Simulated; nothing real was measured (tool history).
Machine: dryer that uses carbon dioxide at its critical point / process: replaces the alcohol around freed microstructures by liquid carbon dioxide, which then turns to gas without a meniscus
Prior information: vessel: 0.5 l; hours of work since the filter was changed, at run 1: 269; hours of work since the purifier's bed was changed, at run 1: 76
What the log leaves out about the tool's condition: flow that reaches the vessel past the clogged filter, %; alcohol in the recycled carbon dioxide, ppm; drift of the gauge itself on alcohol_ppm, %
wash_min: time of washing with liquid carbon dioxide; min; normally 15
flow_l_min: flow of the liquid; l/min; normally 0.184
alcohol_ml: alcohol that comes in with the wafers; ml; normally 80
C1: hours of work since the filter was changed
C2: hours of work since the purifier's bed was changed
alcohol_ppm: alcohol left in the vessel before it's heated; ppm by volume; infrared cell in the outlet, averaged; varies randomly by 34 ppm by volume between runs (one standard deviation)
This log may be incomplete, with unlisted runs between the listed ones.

{"run": 1, "hour": 0.0, "wash_min": 15, "flow_l_min": 0.184, "alcohol_ml": 80, "C1": 269, "C2": 76, "alcohol_ppm": 4487}
{"run": 2, "hour": 10.3, "wash_min": 15, "flow_l_min": 0.184, "alcohol_ml": 80, "C1": 274, "C2": 81, "alcohol_ppm": 4507}
{"run": 3, "hour": 19.3, "wash_min": 15, "flow_l_min": 0.184, "alcohol_ml": 80, "C1": 278, "C2": 85, "alcohol_ppm": 4418}
{"hour": 29.0, "done": "inlet filter changed"}
{"run": 4, "hour": 33.9, "wash_min": 15, "flow_l_min": 0.213, "alcohol_ml": 80, "C1": 2, "C2": 91, "alcohol_ppm": 1201}
{"run": 5, "hour": 51.5, "wash_min": 15, "flow_l_min": 0.213, "alcohol_ml": 80, "C1": 10, "C2": 98, "alcohol_ppm": 1262}
{"run": 6, "hour": 62.4, "wash_min": 15, "flow_l_min": 0.184, "alcohol_ml": 80, "C1": 15, "C2": 103, "alcohol_ppm": 2456}
{"run": 7, "hour": 75.3, "wash_min": 15, "flow_l_min": 0.184, "alcohol_ml": 80, "C1": 21, "C2": 109, "alcohol_ppm": 2496}
{"run": 8, "hour": 92.3, "wash_min": 15, "flow_l_min": 0.184, "alcohol_ml": 80, "C1": 28, "C2": 117, "alcohol_ppm": 2403}
{"run": 9, "hour": 101.3, "wash_min": 18, "flow_l_min": 0.184, "alcohol_ml": 80, "C1": 32, "C2": 121, "alcohol_ppm": 1080}
{"run": 10, "hour": 115.8, "wash_min": 19, "flow_l_min": 0.184, "alcohol_ml": 80, "C1": 39, "C2": 127, "alcohol_ppm": 847}
{"run": 11, "hour": 127.7, "wash_min": 15, "flow_l_min": 0.164, "alcohol_ml": 27, "C1": 44, "C2": 132, "alcohol_ppm": 1314}
{"run": 12, "hour": 141.1, "wash_min": 17, "flow_l_min": 0.156, "alcohol_ml": 80, "C1": 50, "C2": 138, "alcohol_ppm": 2955}
{"run": 13, "hour": 155.3, "wash_min": 17, "flow_l_min": 0.156, "alcohol_ml": 80, "C1": 56, "C2": 145, "alcohol_ppm": 2978}
{"run": 14, "hour": 164.6, "wash_min": 13, "flow_l_min": 0.184, "alcohol_ml": 84, "C1": 60, "C2": 149, "alcohol_ppm": 4806}
{"run": 15, "hour": 179.3, "wash_min": 15, "flow_l_min": 0.208, "alcohol_ml": 80, "C1": 67, "C2": 155, "alcohol_ppm": 1639}
{"run": 16, "hour": 187.9, "wash_min": 15, "flow_l_min": 0.208, "alcohol_ml": 80, "C1": 71, "C2": 159, "alcohol_ppm": 1679}
{"run": 17, "hour": 203.0, "wash_min": 15, "flow_l_min": 0.208, "alcohol_ml": 80, "C1": 77, "C2": 166, "alcohol_ppm": 1762}
{"run": 18, "hour": 220.7, "wash_min": 15, "flow_l_min": 0.208, "alcohol_ml": 80, "C1": 85, "C2": 174, "alcohol_ppm": 1730}
{"run": 19, "hour": 238.3, "wash_min": 15, "flow_l_min": 0.115, "alcohol_ml": 40, "C1": 93, "C2": 182, "alcohol_ppm": 6301}

Alternative continuations, all from the tool just after run 19; predict every row:
{"run": "A", "hour": 248.8, "wash_min": 23, "flow_l_min": 0.13, "alcohol_ml": 80, "C1": 98, "C2": 186, "alcohol_ppm": "?"}
{"run": "B", "hour": 248.8, "wash_min": 15, "flow_l_min": 0.184, "alcohol_ml": 116, "C1": 98, "C2": 186, "alcohol_ppm": "?"}
{"run": "C", "hour": 248.8, "wash_min": 12, "flow_l_min": 0.115, "alcohol_ml": 44, "C1": 98, "C2": 186, "alcohol_ppm": "?"}
{"run": "D", "hour": 248.8, "wash_min": 9, "flow_l_min": 0.192, "alcohol_ml": 107, "C1": 98, "C2": 186, "alcohol_ppm": "?"}
{"run": "E", "hour": 248.8, "wash_min": 16, "flow_l_min": 0.171, "alcohol_ml": 40, "C1": 98, "C2": 186, "alcohol_ppm": "?"}

run=A alcohol_ppm=1901
run=B alcohol_ppm=4182
run=C alcohol_ppm=11162
run=D alcohol_ppm=17154
run=E alcohol_ppm=1524
Take away the tool's hidden state, keep each run's random variation, and the runs would have read:
run=A alcohol_ppm=1412
run=B alcohol_ppm=3203
run=C alcohol_ppm=9740
run=D alcohol_ppm=14536
run=E alcohol_ppm=1161
